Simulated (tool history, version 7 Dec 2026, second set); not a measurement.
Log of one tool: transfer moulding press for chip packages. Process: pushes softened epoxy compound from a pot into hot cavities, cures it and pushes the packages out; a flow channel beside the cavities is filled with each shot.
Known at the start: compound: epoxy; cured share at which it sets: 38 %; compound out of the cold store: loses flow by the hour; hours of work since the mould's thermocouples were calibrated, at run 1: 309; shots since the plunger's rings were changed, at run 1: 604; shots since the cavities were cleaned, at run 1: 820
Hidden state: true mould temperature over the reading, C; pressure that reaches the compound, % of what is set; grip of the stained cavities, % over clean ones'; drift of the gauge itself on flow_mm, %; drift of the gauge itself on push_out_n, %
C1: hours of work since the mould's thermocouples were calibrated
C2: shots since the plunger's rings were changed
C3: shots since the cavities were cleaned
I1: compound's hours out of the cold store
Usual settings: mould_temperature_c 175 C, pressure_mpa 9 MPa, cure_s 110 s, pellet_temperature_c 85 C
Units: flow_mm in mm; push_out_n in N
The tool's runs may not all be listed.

{"run": 1, "hour": 0.0, "mould_temperature_c": 175, "pressure_mpa": 9, "cure_s": 110, "pellet_temperature_c": 85, "C1": 309, "C2": 604, "C3": 820, "I1": 19.8, "flow_mm": 982, "push_out_n": 408}
{"hour": 5.2, "done": "cavities cleaned with cleaning compound and waxed"}
{"run": 2, "hour": 17.3, "mould_temperature_c": 180, "pressure_mpa": 9, "cure_s": 110, "pellet_temperature_c": 85, "C1": 321, "C2": 790, "C3": 142, "I1": 28.3, "flow_mm": 928, "push_out_n": 329}
{"run": 3, "hour": 33.9, "mould_temperature_c": 180, "pressure_mpa": 9, "cure_s": 110, "pellet_temperature_c": 85, "C1": 334, "C2": 986, "C3": 338, "I1": 32.4, "flow_mm": 925, "push_out_n": 341}
{"run": 4, "hour": 52.5, "mould_temperature_c": 180, "pressure_mpa": 9, "cure_s": 110, "pellet_temperature_c": 85, "C1": 348, "C2": 1205, "C3": 557, "I1": 43.5, "flow_mm": 898, "push_out_n": 335}
{"run": 5, "hour": 68.8, "mould_temperature_c": 180, "pressure_mpa": 9, "cure_s": 110, "pellet_temperature_c": 85, "C1": 360, "C2": 1397, "C3": 749, "I1": 19.5, "flow_mm": 951, "push_out_n": 352}
{"hour": 80.8, "done": "cavities cleaned with cleaning compound and waxed"}
{"run": 6, "hour": 84.0, "mould_temperature_c": 180, "pressure_mpa": 9, "cure_s": 110, "pellet_temperature_c": 85, "C1": 370, "C2": 1559, "C3": 39, "I1": 11.3, "flow_mm": 971, "push_out_n": 343}
{"run": 7, "hour": 103.6, "mould_temperature_c": 180, "pressure_mpa": 9, "cure_s": 110, "pellet_temperature_c": 85, "C1": 385, "C2": 1789, "C3": 269, "I1": 12.8, "flow_mm": 966, "push_out_n": 348}
{"run": 8, "hour": 116.3, "mould_temperature_c": 180, "pressure_mpa": 9, "cure_s": 110, "pellet_temperature_c": 85, "C1": 395, "C2": 1939, "C3": 419, "I1": 36.4, "flow_mm": 908, "push_out_n": 344}
{"run": 9, "hour": 135.2, "mould_temperature_c": 180, "pressure_mpa": 9, "cure_s": 110, "pellet_temperature_c": 85, "C1": 409, "C2": 2161, "C3": 641, "I1": 16.4, "flow_mm": 958, "push_out_n": 344}
{"run": 10, "hour": 147.7, "mould_temperature_c": 180, "pressure_mpa": 9, "cure_s": 110, "pellet_temperature_c": 85, "C1": 419, "C2": 2309, "C3": 789, "I1": 24.1, "flow_mm": 937, "push_out_n": 337}
{"hour": 156.5, "done": "cavities cleaned with cleaning compound and waxed"}
{"run": 11, "hour": 164.7, "mould_temperature_c": 180, "pressure_mpa": 9, "cure_s": 110, "pellet_temperature_c": 85, "C1": 430, "C2": 2491, "C3": 97, "I1": 40.5, "flow_mm": 898, "push_out_n": 334}
{"hour": 182.1, "done": "mould's thermocouples calibrated"}
{"run": 12, "hour": 186.4, "mould_temperature_c": 180, "pressure_mpa": 9, "cure_s": 110, "pellet_temperature_c": 85, "C1": 3, "C2": 2723, "C3": 329, "I1": 35.8, "flow_mm": 913, "push_out_n": 335}
{"run": 13, "hour": 200.2, "mould_temperature_c": 175, "pressure_mpa": 9, "cure_s": 110, "pellet_temperature_c": 84, "C1": 14, "C2": 2885, "C3": 491, "I1": 42.1, "flow_mm": 925, "push_out_n": 382}
{"run": 14, "hour": 209.8, "mould_temperature_c": 175, "pressure_mpa": 9, "cure_s": 110, "pellet_temperature_c": 85, "C1": 21, "C2": 2998, "C3": 604, "I1": 14.6, "flow_mm": 977, "push_out_n": 403}
{"run": 15, "hour": 222.6, "mould_temperature_c": 171, "pressure_mpa": 7.1, "cure_s": 110, "pellet_temperature_c": 93, "C1": 31, "C2": 3149, "C3": 755, "I1": 47.4, "flow_mm": 817, "push_out_n": 468}
{"hour": 233.5, "done": "cavities cleaned with cleaning compound and waxed"}
{"run": 16, "hour": 237.1, "mould_temperature_c": 171, "pressure_mpa": 7.1, "cure_s": 110, "pellet_temperature_c": 93, "C1": 40, "C2": 3302, "C3": 42, "I1": 41.4, "flow_mm": 830, "push_out_n": 473}
{"run": 17, "hour": 255.0, "mould_temperature_c": 176, "pressure_mpa": 8.83, "cure_s": 132, "pellet_temperature_c": 81, "C1": 54, "C2": 3512, "C3": 252, "I1": 36, "flow_mm": 930, "push_out_n": 332}
{"run": 18, "hour": 275.1, "mould_temperature_c": 176, "pressure_mpa": 8.83, "cure_s": 132, "pellet_temperature_c": 81, "C1": 69, "C2": 3749, "C3": 489, "I1": 34.9, "flow_mm": 928, "push_out_n": 327}
{"run": 19, "hour": 291.6, "mould_temperature_c": 176, "pressure_mpa": 7.94, "cure_s": 123, "pellet_temperature_c": 78, "C1": 82, "C2": 3943, "C3": 683, "I1": 35.2, "flow_mm": 881, "push_out_n": 341}
{"hour": 310.1, "done": "cavities cleaned with cleaning compound and waxed"}
{"run": 20, "hour": 310.3, "mould_temperature_c": 173, "pressure_mpa": 9, "cure_s": 110, "pellet_temperature_c": 92, "C1": 95, "C2": 4146, "C3": 2, "I1": 33.5, "flow_mm": 950, "push_out_n": 423}
{"run": 21, "hour": 331.8, "mould_temperature_c": 172, "pressure_mpa": 7.22, "cure_s": 110, "pellet_temperature_c": 85, "C1": 111, "C2": 4400, "C3": 256, "I1": 10.6, "flow_mm": 913, "push_out_n": 480}
{"run": 22, "hour": 347.6, "mould_temperature_c": 170, "pressure_mpa": 9, "cure_s": 98, "pellet_temperature_c": 77, "C1": 123, "C2": 4586, "C3": 442, "I1": 38.9, "flow_mm": 944, "push_out_n": 694}
{"run": 23, "hour": 359.4, "mould_temperature_c": 170, "pressure_mpa": 10.24, "cure_s": 98, "pellet_temperature_c": 81, "C1": 132, "C2": 4724, "C3": 580, "I1": 43.1, "flow_mm": 1001, "push_out_n": 660}
{"run": 24, "hour": 379.1, "mould_temperature_c": 170, "pressure_mpa": 10.24, "cure_s": 98, "pellet_temperature_c": 81, "C1": 147, "C2": 4957, "C3": 813, "I1": 12.2, "flow_mm": 1097, "push_out_n": 733}
{"hour": 385.1, "done": "cavities cleaned with cleaning compound and waxed"}
{"run": 25, "hour": 398.6, "mould_temperature_c": 172, "pressure_mpa": 9, "cure_s": 104, "pellet_temperature_c": 83, "C1": 160, "C2": 5169, "C3": 160, "I1": 28.2, "flow_mm": 969, "push_out_n": 523}
{"run": 26, "hour": 409.9, "mould_temperature_c": 172, "pressure_mpa": 9, "cure_s": 104, "pellet_temperature_c": 83, "C1": 169, "C2": 5301, "C3": 292, "I1": 19.7, "flow_mm": 996, "push_out_n": 523}
{"run": 27, "hour": 423.5, "mould_temperature_c": 172, "pressure_mpa": 9, "cure_s": 104, "pellet_temperature_c": 83, "C1": 179, "C2": 5461, "C3": 452, "I1": 37.3, "flow_mm": 946, "push_out_n": 492}
{"hour": 432.7, "done": "plunger's sealing rings changed"}
{"run": 28, "hour": 446.5, "mould_temperature_c": 175, "pressure_mpa": 9.42, "cure_s": 110, "pellet_temperature_c": 85, "C1": 194, "C2": 163, "C3": 694, "I1": 38.6, "flow_mm": 959, "push_out_n": 396}

Forecast each of these 5 alternatives for the next run:
{"run": "A", "hour": 459.5, "mould_temperature_c": 179, "pressure_mpa": 9, "cure_s": 110, "pellet_temperature_c": 76, "C1": 204, "C2": 316, "C3": 847, "I1": 10.4, "flow_mm": "?", "push_out_n": "?"}
{"run": "B", "hour": 459.5, "mould_temperature_c": 175, "pressure_mpa": 8.81, "cure_s": 131, "pellet_temperature_c": 85, "C1": 204, "C2": 316, "C3": 847, "I1": 28.6, "flow_mm": "?", "push_out_n": "?"}
{"run": "C", "hour": 459.5, "mould_temperature_c": 174, "pressure_mpa": 6.93, "cure_s": 110, "pellet_temperature_c": 85, "C1": 204, "C2": 316, "C3": 847, "I1": 24.4, "flow_mm": "?", "push_out_n": "?"}
{"run": "D", "hour": 459.5, "mould_temperature_c": 178, "pressure_mpa": 10, "cure_s": 110, "pellet_temperature_c": 75, "C1": 204, "C2": 316, "C3": 847, "I1": 40.2, "flow_mm": "?", "push_out_n": "?"}
{"run": "E", "hour": 459.5, "mould_temperature_c": 173, "pressure_mpa": 7.55, "cure_s": 110, "pellet_temperature_c": 81, "C1": 204, "C2": 316, "C3": 847, "I1": 16, "flow_mm": "?", "push_out_n": "?"}

run=A flow_mm=982 push_out_n=355
run=B flow_mm=947 push_out_n=337
run=C flow_mm=854 push_out_n=408
run=D flow_mm=964 push_out_n=355
run=E flow_mm=915 push_out_n=446
Without the tool's hidden state the same runs would have given:
run=A flow_mm=982 push_out_n=350
run=B flow_mm=947 push_out_n=332
run=C flow_mm=854 push_out_n=403
run=D flow_mm=964 push_out_n=351
run=E flow_mm=915 push_out_n=441

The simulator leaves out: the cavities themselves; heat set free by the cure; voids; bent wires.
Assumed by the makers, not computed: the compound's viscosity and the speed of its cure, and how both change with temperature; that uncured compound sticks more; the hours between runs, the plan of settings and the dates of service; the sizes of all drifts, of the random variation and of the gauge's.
